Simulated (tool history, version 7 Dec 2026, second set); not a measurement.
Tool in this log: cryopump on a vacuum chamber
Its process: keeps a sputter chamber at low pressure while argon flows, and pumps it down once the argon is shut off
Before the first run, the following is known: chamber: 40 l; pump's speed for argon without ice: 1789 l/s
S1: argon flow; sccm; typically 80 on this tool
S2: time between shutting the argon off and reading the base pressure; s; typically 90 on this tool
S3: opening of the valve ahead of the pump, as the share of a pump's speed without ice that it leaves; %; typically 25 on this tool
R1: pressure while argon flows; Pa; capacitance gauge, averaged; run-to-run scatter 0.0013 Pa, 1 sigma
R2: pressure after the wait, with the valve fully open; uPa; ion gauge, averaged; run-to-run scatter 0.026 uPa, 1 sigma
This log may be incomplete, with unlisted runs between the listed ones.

Run 1, hour 0: usual settings. Result: R1 0.3186 Pa, R2 1.12 uPa.
Run 2, hour 25.5: usual settings. Result: R1 0.3189 Pa, R2 1.19 uPa.
Run 3, hour 60.7: usual settings but S1 151 sccm. Result: R1 0.6079 Pa, R2 1.18 uPa.
Run 4, hour 95.9: usual settings but S2 172 s. Result: R1 0.3229 Pa, R2 0.76 uPa.
Run 5, hour 131.2: usual settings but S3 30 %. Result: R1 0.2734 Pa, R2 1.2 uPa.
Run 6, hour 149.3: usual settings but S3 30 %. Result: R1 0.272 Pa, R2 1.24 uPa.
Run 7, hour 175.8: usual settings but S3 30 %. Result: R1 0.273 Pa, R2 1.23 uPa.
Run 8, hour 193: usual settings but S2 31 s, S3 30 %. Result: R1 0.2756 Pa, R2 3.05 uPa.
Run 9, hour 225: usual settings but S2 31 s, S3 30 %. Result: R1 0.2786 Pa, R2 3.02 uPa.
Run 10, hour 257.1: usual settings but S2 31 s, S3 30 %. Result: R1 0.2564 Pa, R2 2.88 uPa.
Run 11, hour 273.7: usual settings but S2 31 s, S3 30 %. Result: R1 0.2561 Pa, R2 2.89 uPa.
Run 12, hour 308.6: usual settings. Result: R1 0.3093 Pa, R2 1.17 uPa.
Run 13, hour 334.5: usual settings. Result: R1 0.307 Pa, R2 1.16 uPa.
Run 14, hour 353.8: usual settings but S2 43 s, S3 15 %. Result: R1 0.5136 Pa, R2 2.22 uPa.
Run 15, hour 368.9: usual settings but S1 74 sccm, S2 43 s, S3 22 %. Result: R1 0.3226 Pa, R2 2.09 uPa.
Run 16, hour 402.1: usual settings but S3 56 %. Result: R1 0.1415 Pa, R2 1.19 uPa.
Run 17, hour 430.9: usual settings but S3 56 %. Result: R1 0.1437 Pa, R2 1.17 uPa.
Run 18, hour 456.6: usual settings but S1 56 sccm, S2 52 s, S3 18 %. Result: R1 0.3013 Pa, R2 1.83 uPa.
Run 19, hour 480.2: usual settings but S1 56 sccm, S2 52 s, S3 18 %. Result: R1 0.3003 Pa, R2 1.88 uPa.
Run 20, hour 501: usual settings but S1 83 sccm, S2 43 s, S3 39 %. Result: R1 0.2111 Pa, R2 2.25 uPa.
Run 21, hour 527.7: usual settings but S2 53 s, S3 47 %. Result: R1 0.1739 Pa, R2 1.83 uPa.
Run 22, hour 547.7: usual settings but S2 40 s, S3 30 %. Result: R1 0.2642 Pa, R2 2.38 uPa.
Run 23, hour 569.2: usual settings but S2 273 s, S3 16 %. Result: R1 0.4844 Pa, R2 0.67 uPa.
Run 24, hour 598: usual settings but S2 273 s, S3 16 %. Result: R1 0.4833 Pa, R2 0.65 uPa.
Run 25, hour 628.2: usual settings but S2 273 s, S3 16 %. Result: R1 0.4901 Pa, R2 0.65 uPa.

Between the runs listed above, the log contained 1 entry, not reproduced here. Where in the sequence does each belong, and how does what the log doesn't record of the tool's condition differ from the listed run before to the listed run after?
After run 9, before run 10: pump warmed up, emptied and cooled again (hour 233)
  pump's speed, % of a pump's without ice: 76.8 -> 98.5; cold plate's temperature, K: 13.26 -> 13.28; leak into the chamber, uPa l/s: 418 -> 426
  the result without the hidden state subtracted from the measured one, R1: +0.0255 -> +0.0032 Pa; R2: +0.14 -> +0.08 uPa
